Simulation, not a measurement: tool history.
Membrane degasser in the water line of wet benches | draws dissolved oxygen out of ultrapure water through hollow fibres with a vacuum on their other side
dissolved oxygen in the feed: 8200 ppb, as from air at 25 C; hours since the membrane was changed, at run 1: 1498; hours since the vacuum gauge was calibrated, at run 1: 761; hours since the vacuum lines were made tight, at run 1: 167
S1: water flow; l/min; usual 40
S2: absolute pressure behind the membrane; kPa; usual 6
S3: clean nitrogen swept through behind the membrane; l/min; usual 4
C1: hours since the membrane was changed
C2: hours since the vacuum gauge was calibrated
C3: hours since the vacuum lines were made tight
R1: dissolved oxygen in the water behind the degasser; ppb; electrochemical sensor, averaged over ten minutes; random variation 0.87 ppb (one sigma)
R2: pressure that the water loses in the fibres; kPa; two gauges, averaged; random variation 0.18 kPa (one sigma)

{"run": 1, "day": 0.0, "S1": 40, "S2": 6, "S3": 4, "C1": 1498, "C2": 761, "C3": 167, "R1": 80.9, "R2": 31.1}
{"run": 2, "day": 2.817, "S1": 40, "S2": 6, "S3": 4, "C1": 1566, "C2": 829, "C3": 234, "R1": 80.2, "R2": 31.25}
{"run": 3, "day": 4.35, "S1": 43, "S2": 6, "S3": 4, "C1": 1602, "C2": 865, "C3": 271, "R1": 91.2, "R2": 33.43}
{"run": 4, "day": 5.792, "S1": 43, "S2": 6, "S3": 4, "C1": 1637, "C2": 900, "C3": 306, "R1": 92, "R2": 33.74}
{"run": 5, "day": 7.317, "S1": 40, "S2": 6, "S3": 4, "C1": 1674, "C2": 937, "C3": 342, "R1": 81.3, "R2": 31.55}
{"run": 6, "day": 8.704, "S1": 30, "S2": 6, "S3": 4, "C1": 1707, "C2": 970, "C3": 376, "R1": 52.8, "R2": 23.43}
{"run": 7, "day": 10.112, "S1": 30, "S2": 6, "S3": 4, "C1": 1741, "C2": 1004, "C3": 409, "R1": 53.8, "R2": 23.92}
{"run": 8, "day": 11.721, "S1": 30, "S2": 7.8, "S3": 4, "C1": 1779, "C2": 1042, "C3": 448, "R1": 86.6, "R2": 23.53}
{"run": 9, "day": 13.138, "S1": 53, "S2": 13.06, "S3": 4, "C1": 1813, "C2": 1076, "C3": 482, "R1": 342.3, "R2": 41.68}
{"run": 10, "day": 15.017, "S1": 36, "S2": 3.75, "S3": 8.08, "C1": 1858, "C2": 1121, "C3": 527, "R1": 15.3, "R2": 28.66}
{"run": 11, "day": 16.325, "S1": 36, "S2": 3.75, "S3": 8.08, "C1": 1890, "C2": 1153, "C3": 559, "R1": 15.4, "R2": 28.33}
{"run": 12, "day": 18.425, "S1": 40, "S2": 3.61, "S3": 9.63, "C1": 1940, "C2": 1203, "C3": 609, "R1": 20.4, "R2": 31.9}
{"run": 13, "day": 20.979, "S1": 40, "S2": 3.61, "S3": 9.63, "C1": 2001, "C2": 1264, "C3": 670, "R1": 20.5, "R2": 31.85}
{"run": 14, "day": 22.746, "S1": 40, "S2": 3.61, "S3": 9.63, "C1": 2044, "C2": 1307, "C3": 713, "R1": 20, "R2": 31.37}
{"run": 15, "day": 24.25, "S1": 40, "S2": 3.61, "S3": 9.63, "C1": 2080, "C2": 1343, "C3": 749, "R1": 20.3, "R2": 31.99}

Some steps in R2 between neighbouring runs. How much of each would the tool show without its hidden state too (settings, what came in, random variation), and how much is left for the hidden state, with any gauge scatter that isn't in both results?
The hidden state here: membrane still open, %; true pressure behind the membrane over the reading, kPa; air that leaks in behind the membrane, l/min; drift of the gauge itself on oxygen_ppb, %; drift of the gauge itself on loss_of_pressure_kpa, %.
Run 8 -> 9: S1 30 -> 53, S2 7.8 -> 13.06. R2 +18.15 kPa: hidden state +0.19, all else +17.96.
